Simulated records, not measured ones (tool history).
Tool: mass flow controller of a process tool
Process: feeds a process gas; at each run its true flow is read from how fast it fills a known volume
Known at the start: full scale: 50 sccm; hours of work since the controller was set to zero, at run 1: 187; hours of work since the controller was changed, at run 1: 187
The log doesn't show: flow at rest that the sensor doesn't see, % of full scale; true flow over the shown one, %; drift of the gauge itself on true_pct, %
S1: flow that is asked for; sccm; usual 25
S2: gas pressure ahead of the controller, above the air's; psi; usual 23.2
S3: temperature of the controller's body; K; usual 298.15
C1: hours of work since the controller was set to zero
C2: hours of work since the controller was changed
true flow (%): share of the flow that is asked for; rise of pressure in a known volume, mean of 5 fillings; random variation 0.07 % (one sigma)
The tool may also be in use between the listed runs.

Run 1, hour 0: usual settings; C1 187; C2 187. Result: true flow (%) 97.94.
Run 2, hour 413: usual settings but S2 38.3 psi; C1 341; C2 341. Result: true flow (%) 98.53.
Run 3, hour 699.6: usual settings but S2 38.3 psi; C1 448; C2 448. Result: true flow (%) 98.66.
Run 4, hour 1036: usual settings; C1 573; C2 573. Result: true flow (%) 98.04.
Run 5, hour 1253.6: usual settings; C1 655; C2 655. Result: true flow (%) 97.88.
Run 6, hour 1705.8: usual settings; C1 823; C2 823. Result: true flow (%) 97.97.
Run 7, hour 2005.2: usual settings; C1 935; C2 935. Result: true flow (%) 97.89.
Run 8, hour 2338.9: usual settings but S2 25.7 psi; C1 1059; C2 1059. Result: true flow (%) 98.15.
Run 9, hour 2630.9: usual settings but S2 25.7 psi; C1 1168; C2 1168. Result: true flow (%) 98.06.
Run 10, hour 2909.5: usual settings; C1 1272; C2 1272. Result: true flow (%) 98.06.
Run 11, hour 3344.2: usual settings; C1 1434; C2 1434. Result: true flow (%) 98.1.
Run 12, hour 3764.1: usual settings; C1 1591; C2 1591. Result: true flow (%) 98.14.
Run 13, hour 4075.4: usual settings; C1 1707; C2 1707. Result: true flow (%) 97.99.
Run 14, hour 4440.5: usual settings; C1 1843; C2 1843. Result: true flow (%) 98.06.
Run 15, hour 4845.6: usual settings; C1 1995; C2 1995. Result: true flow (%) 98.05.
Run 16, hour 5086.4: usual settings; C1 2084; C2 2084. Result: true flow (%) 98.1.
Run 17, hour 5451.7: usual settings; C1 2221; C2 2221. Result: true flow (%) 98.26.
Run 18, hour 5873.5: usual settings but S1 17 sccm; C1 2378; C2 2378. Result: true flow (%) 97.39.
Run 19, hour 6265.5: usual settings but S3 297.15 K; C1 2524; C2 2524. Result: true flow (%) 97.98.
Run 20, hour 6681.4: usual settings but S3 297.15 K; C1 2679; C2 2679. Result: true flow (%) 98.01.
Run 21, hour 6976.6: usual settings but S3 297.15 K; C1 2789; C2 2789. Result: true flow (%) 98.12.
Run 22, hour 7409.7: usual settings; C1 2951; C2 2951. Result: true flow (%) 98.22.
Run 23, hour 7726.3: usual settings; C1 3069; C2 3069. Result: true flow (%) 98.32.
Run 24, hour 8050.8: usual settings but S2 23.5 psi; C1 3190; C2 3190. Result: true flow (%) 98.26.
Run 25, hour 8382.3: usual settings but S1 14 sccm, S2 37.1 psi, S3 294.15 K; C1 3314; C2 3314. Result: true flow (%) 96.84.
Run 26, hour 8845.2: usual settings but S1 6 sccm, S2 37.1 psi, S3 309.15 K; C1 3487; C2 3487. Result: true flow (%) 95.44.
Run 27, hour 9123.4: usual settings but S1 6 sccm, S2 37.1 psi, S3 309.15 K; C1 3590; C2 3590. Result: true flow (%) 95.42.
Run 28, hour 9449.8: usual settings but S1 6 sccm, S2 20.7 psi, S3 299.15 K; C1 3712; C2 3712. Result: true flow (%) 93.67.
Run 29, hour 9917.4: usual settings but S1 6 sccm, S2 20.7 psi, S3 299.15 K; C1 3886; C2 3886. Result: true flow (%) 93.51.
Run 30, hour 10301.8: usual settings but S1 6 sccm, S2 20.7 psi, S3 299.15 K; C1 4030; C2 4030. Result: true flow (%) 93.58.
Run 31, hour 10664.4: usual settings but S1 6 sccm, S2 20.7 psi, S3 299.15 K; C1 4165; C2 4165. Result: true flow (%) 93.36.
Run 32, hour 11079.8: usual settings but S1 8 sccm, S2 31.6 psi, S3 295.15 K; C1 4320; C2 4320. Result: true flow (%) 94.68.
Run 33, hour 11357: usual settings but S1 18 sccm, S2 31.6 psi; C1 4423; C2 4423. Result: true flow (%) 97.74.
Run 34, hour 11722.8: usual settings but S3 309.15 K; C1 4560; C2 4560. Result: true flow (%) 99.5.
Run 35, hour 11975.3: usual settings but S1 40 sccm, S2 36.5 psi, S3 309.15 K; C1 4654; C2 4654. Result: true flow (%) 101.62.
Run 36, hour 12204.9: usual settings but S1 40 sccm, S2 36.5 psi, S3 309.15 K; C1 4740; C2 4740. Result: true flow (%) 101.57.
Run 37, hour 12466.6: usual settings but S2 23.8 psi, S3 301.15 K; C1 4837; C2 4837. Result: true flow (%) 98.91.
Run 38, hour 12844.4: usual settings but S2 27.8 psi; C1 4978; C2 4978. Result: true flow (%) 98.69.
Run 39, hour 13242.2: usual settings but S2 27.8 psi; C1 5127; C2 5127. Result: true flow (%) 98.79.
Run 40, hour 13597.1: usual settings but S2 27.8 psi; C1 5259; C2 5259. Result: true flow (%) 98.75.
Run 41, hour 13968.4: usual settings but S3 303.15 K; C1 5398; C2 5398. Result: true flow (%) 99.04.
Run 42, hour 14399.9: usual settings but S1 10 sccm, S2 21.8 psi, S3 295.15 K; C1 5559; C2 5559. Result: true flow (%) 94.8.
Run 43, hour 14798.1: usual settings but S1 10 sccm, S2 21.8 psi, S3 295.15 K; C1 5707; C2 5707. Result: true flow (%) 94.91.
Run 44, hour 15017.6: usual settings but S1 10 sccm, S2 21.8 psi, S3 295.15 K; C1 5789; C2 5789. Result: true flow (%) 94.78.
Run 45, hour 15342: usual settings but S1 6 sccm, S2 21.8 psi, S3 310.15 K; C1 5910; C2 5910. Result: true flow (%) 93.44.
Run 46, hour 15718.5: usual settings but S1 26 sccm; C1 6050; C2 6050. Result: true flow (%) 98.71.
Run 47, hour 16156.2: usual settings but S1 11 sccm, S2 26.8 psi; C1 6214; C2 6214. Result: true flow (%) 95.61.
Run 48, hour 16534.6: usual settings but S1 11 sccm, S2 26.8 psi; C1 6355; C2 6355. Result: true flow (%) 95.66.

3 ways to go on from here, each from the tool as it stands after run 48. What would each give?
Run A, hour 16751.5: usual settings but S1 11 sccm, S2 37.4 psi, S3 296.15 K; C1 6436; C2 6436. Result: true flow (%) ?.
Run B, hour 16751.5: usual settings but S1 19 sccm, S2 29.4 psi; C1 6436; C2 6436. Result: true flow (%) ?.
Run C, hour 16751.5: usual settings but S1 40 sccm, S2 35.5 psi, S3 299.15 K; C1 6436; C2 6436. Result: true flow (%) ?.

run  true flow (%)
  A          95.66
  B          97.81
  C         100.98
Without the tool's hidden state the same runs would have given:
run  true flow (%)
  A          97.26
  B          97.75
  C          99.72

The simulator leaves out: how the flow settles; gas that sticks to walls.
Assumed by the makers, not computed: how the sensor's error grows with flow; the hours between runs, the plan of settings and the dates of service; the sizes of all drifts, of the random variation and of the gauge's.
